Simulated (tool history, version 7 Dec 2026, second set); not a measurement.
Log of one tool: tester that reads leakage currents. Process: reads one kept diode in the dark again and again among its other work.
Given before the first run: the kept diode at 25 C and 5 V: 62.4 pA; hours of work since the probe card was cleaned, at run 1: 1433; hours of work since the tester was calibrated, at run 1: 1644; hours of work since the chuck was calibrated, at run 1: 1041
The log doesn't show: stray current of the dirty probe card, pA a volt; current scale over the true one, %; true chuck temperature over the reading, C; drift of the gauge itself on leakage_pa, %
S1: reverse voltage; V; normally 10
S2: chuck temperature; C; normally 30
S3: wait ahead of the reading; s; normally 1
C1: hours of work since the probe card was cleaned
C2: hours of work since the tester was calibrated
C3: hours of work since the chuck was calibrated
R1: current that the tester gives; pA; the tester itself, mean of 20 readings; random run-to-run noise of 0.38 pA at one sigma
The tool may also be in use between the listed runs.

run,hour,S1,S2,S3,C1,C2,C3,R1
1,0,10,30,1,1433,1644,1041,135.84
2,49.9,10,35,1,1469,1680,1077,184.17
3,112.5,7,30,1,1514,1725,1122,113.8
4,176.9,10,30,1,1560,1771,1168,136.89
5,230.3,10,30,1,1599,1809,1207,136.14
6,286.3,3.3,30,1,1639,1850,1247,78.82
7,361.2,3.3,30,1,1693,1903,1301,78.99
8,410.2,10,46,1,1728,1939,1336,359.91
9,501.2,6.8,30,1,1793,2004,1401,113.1
10,556.4,6.8,30,1,1833,2043,1441,113.13
11,658.6,10,29,1,1906,2117,1514,131.33
# hour 672.9: chuck's temperature calibrated
12,705.3,10,29,1,1938,2149,23,136.52
# hour 716.3: tester calibrated
13,797.8,10,22,1,2003,59,88,93.29
14,879.4,10,22,7.35,2062,117,147,90.12
15,960.2,10,22,7.35,2120,175,205,90.98
16,1050,10,30,1,2184,239,269,147.98
17,1144,1.4,30,1,2252,307,337,55.12
# hour 1178.6: tester calibrated, once more
18,1206.2,5.1,30,1,2295,20,380,101.57
19,1251,5.1,30,1,2327,52,412,101.38
20,1334.3,5.1,30,1,2387,112,472,101.81
21,1380.3,5.1,30,1,2420,145,505,101.92
22,1486.4,16.2,31,0.8,2496,221,581,204.32
23,1592.6,1.1,36,0.5,2572,297,657,71.47
24,1646.4,2.9,54,0.71,2611,336,696,335.8
# hour 1689.5: probe card cleaned and baked
25,1734.3,2.9,54,0.71,32,397,757,326.42
26,1820.8,2.9,54,4.04,94,459,819,323.42
27,1891.7,2.9,54,4.04,145,510,870,324.62
28,1953.5,16.3,30,7.29,189,554,914,147.97
29,2020,7.8,28,1,237,602,962,95.83

Forecast run 30:
30,2127,7.8,28,1,314,679,1039,?

R1: 95.7 pA
Had the tool carried no hidden state, the very same run would have given R1 96.56 pA.
